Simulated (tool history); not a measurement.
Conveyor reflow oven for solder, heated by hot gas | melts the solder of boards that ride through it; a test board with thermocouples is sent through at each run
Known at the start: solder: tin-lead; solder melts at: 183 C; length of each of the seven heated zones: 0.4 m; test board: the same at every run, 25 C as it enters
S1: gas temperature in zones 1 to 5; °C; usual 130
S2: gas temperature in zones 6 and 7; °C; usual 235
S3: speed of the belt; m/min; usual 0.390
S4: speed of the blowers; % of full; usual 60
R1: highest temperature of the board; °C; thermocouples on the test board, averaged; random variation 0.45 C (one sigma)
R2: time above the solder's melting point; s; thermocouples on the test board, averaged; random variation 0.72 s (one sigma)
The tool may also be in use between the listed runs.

run     day   S1   S2     S3  S4     R1     R2
  1   0.000  130  235  0.390  60  213.0   83.6
  2   1.092  130  235  0.390  60  212.7   81.9
  3   1.929  130  235  0.390  60  213.2   82.6
  4   2.946  130  235  0.391  60  212.1   80.9
  5   4.092  130  235  0.391  60  212.4   81.0
  6   5.629  130  235  0.448  60  205.6   61.6
      5.938  -- belt drive overhauled, speed set with a stopwatch
  7   7.208  130  235  0.448  60  207.0   61.4
  8   8.279  135  242  0.367  81  225.5  111.0
  9   8.988  135  238  0.367  72  220.1  104.7
 10  10.412  135  226  0.367  64  207.5   84.7
     10.675  -- thermocouples of zones 6 and 7 changed
 11  11.471  135  226  0.367  64  210.4   88.2
 12  12.246  135  225  0.395  60  205.9   75.4
 13  13.150  135  225  0.395  60  206.0   73.3

The same runs without the tool's hidden state, with the same run-to-run variation:
The hidden state here: heat that the gas passes to the board, % of a clean oven's; belt's true speed, % of the reading; true gas temperature in zones 6 and 7 over the reading, C; drift of the gauge itself on peak_c, C; drift of the gauge itself on liquid_s, %.
run     R1     R2
  1  215.7   86.1
  2  215.6   84.6
  3  216.2   85.6
  4  215.3   84.1
  5  215.8   84.7
  6  209.2   66.2
  7  210.5   65.4
  8  229.6  112.1
  9  224.2  106.7
 10  211.6   89.4
 11  211.7   88.5
 12  207.3   76.5
 13  207.5   74.7
